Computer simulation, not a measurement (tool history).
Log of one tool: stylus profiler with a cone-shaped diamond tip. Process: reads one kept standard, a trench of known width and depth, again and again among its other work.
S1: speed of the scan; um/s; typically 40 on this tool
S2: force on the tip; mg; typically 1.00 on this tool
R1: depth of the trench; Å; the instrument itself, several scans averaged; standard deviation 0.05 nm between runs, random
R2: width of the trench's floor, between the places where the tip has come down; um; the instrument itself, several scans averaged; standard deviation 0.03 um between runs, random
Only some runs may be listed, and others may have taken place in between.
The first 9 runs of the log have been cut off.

run 10 day=9.438 | S1=40 S2=1.00 | R1=2011.5 R2=26.85
run 11 day=10.621 | S1=40 S2=1.00 | R1=2011.2 R2=26.85
run 12 day=11.950 | S1=40 S2=1.00 | R1=2012.0 R2=26.83
run 13 day=12.508 | S1=40 S2=1.00 | R1=2011.9 R2=26.82
run 14 day=13.621 | S1=40 S2=1.00 | R1=2011.7 R2=26.78
-- day=13.771 height scale calibrated on a step standard
run 15 day=14.858 | S1=40 S2=1.00 | R1=2010.7 R2=26.87
run 16 day=15.946 | S1=40 S2=1.00 | R1=2010.8 R2=26.84
-- day=16.075 height scale calibrated on a step standard, once more
run 17 day=17.200 | S1=40 S2=1.00 | R1=2014.7 R2=26.82
run 18 day=17.825 | S1=40 S2=1.20 | R1=2016.0 R2=26.81
run 19 day=18.446 | S1=40 S2=1.20 | R1=2016.7 R2=26.88
run 20 day=19.762 | S1=57 S2=0.50 | R1=2009.7 R2=26.43
run 21 day=20.812 | S1=43 S2=0.50 | R1=2009.6 R2=26.65
run 22 day=21.371 | S1=39 S2=2.39 | R1=2024.8 R2=26.91
run 23 day=22.196 | S1=130 S2=1.00 | R1=2014.5 R2=26.10
run 24 day=23.458 | S1=130 S2=1.00 | R1=2014.7 R2=26.05
run 25 day=24.596 | S1=77 S2=1.03 | R1=2015.1 R2=26.50
run 26 day=25.696 | S1=156 S2=1.09 | R1=2015.7 R2=25.90
run 27 day=26.983 | S1=156 S2=1.09 | R1=2015.1 R2=25.96
run 28 day=28.200 | S1=77 S2=0.47 | R1=2008.3 R2=26.25
run 29 day=29.021 | S1=20 S2=0.80 | R1=2012.2 R2=26.89
run 30 day=30.258 | S1=20 S2=0.80 | R1=2013.0 R2=26.89
run 31 day=31.317 | S1=20 S2=1.19 | R1=2015.1 R2=26.92
run 32 day=32.421 | S1=20 S2=1.19 | R1=2015.8 R2=26.98

What if the next run were any one of these 4? Each begins from the tool's condition after run 32:
run A day=33.396 | S1=20 S2=1.46 | R1=? R2=?
run B day=33.396 | S1=103 S2=1.55 | R1=? R2=?
run C day=33.396 | S1=38 S2=1.19 | R1=? R2=?
run D day=33.396 | S1=20 S2=0.41 | R1=? R2=?

run=A R1=2017.7 R2=26.93
run=B R1=2019.4 R2=26.44
run=C R1=2016.2 R2=26.78
run=D R1=2008.4 R2=26.85
Had the tool no hidden state, the same runs would have come out as:
run=A R1=2017.3 R2=27.06
run=B R1=2018.9 R2=26.57
run=C R1=2015.8 R2=26.91
run=D R1=2008.0 R2=26.98

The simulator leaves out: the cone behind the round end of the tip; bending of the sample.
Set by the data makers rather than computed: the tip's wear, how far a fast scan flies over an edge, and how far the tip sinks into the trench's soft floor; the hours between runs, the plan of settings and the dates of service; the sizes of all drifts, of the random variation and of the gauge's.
